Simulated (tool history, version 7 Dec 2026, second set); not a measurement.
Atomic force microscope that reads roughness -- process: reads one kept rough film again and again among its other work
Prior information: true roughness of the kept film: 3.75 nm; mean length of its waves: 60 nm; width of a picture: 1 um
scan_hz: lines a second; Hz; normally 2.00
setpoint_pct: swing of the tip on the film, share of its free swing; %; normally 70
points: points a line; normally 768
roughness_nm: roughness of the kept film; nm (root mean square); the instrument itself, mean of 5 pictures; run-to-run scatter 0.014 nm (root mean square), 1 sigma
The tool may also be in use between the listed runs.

run	hour	scan_hz	setpoint_pct	points	roughness_nm
1	0.0	2.00	70	768	3.302
2	5.7	2.00	70	768	3.279
3	12.2	2.00	70	768	3.302
4	20.2	2.00	70	768	3.303
5	26.2	2.00	70	768	3.306
6	34.4	2.00	76	768	3.194
7	43.3	2.00	76	768	3.219
8	51.2	2.00	76	768	3.209
9	57.6	0.98	76	768	3.403
10	62.1	0.98	76	768	3.386
11	65.8	0.98	76	768	3.438
12	72.6	0.98	69	768	3.467
13	76.4	0.98	69	768	3.475
14	80.2	0.98	69	768	3.433
15	85.8	0.98	69	768	3.461
16	93.9	1.23	61	712	3.480
17	102.9	1.23	61	712	3.478
18	107.9	1.23	61	712	3.507
19	115.5	1.23	86	768	3.196
20	120.0	1.32	86	395	3.173
21	127.5	1.32	86	395	3.183
22	135.5	2.62	89	457	2.749
23	142.5	2.62	89	457	2.735
24	148.0	2.00	89	768	2.908
25	153.4	2.00	70	315	3.294

Not shown: 2 entries that the log had between the listed runs. Between which runs, and how does the tool's hidden state differ before and after?
Logged between run 9 and run 10: new tip fitted (hour 58.6)
  radius of the tip, nm: 10.3 -> 10
Logged between run 22 and run 23: new tip fitted (hour 140.9)
  radius of the tip, nm: 10.3 -> 10

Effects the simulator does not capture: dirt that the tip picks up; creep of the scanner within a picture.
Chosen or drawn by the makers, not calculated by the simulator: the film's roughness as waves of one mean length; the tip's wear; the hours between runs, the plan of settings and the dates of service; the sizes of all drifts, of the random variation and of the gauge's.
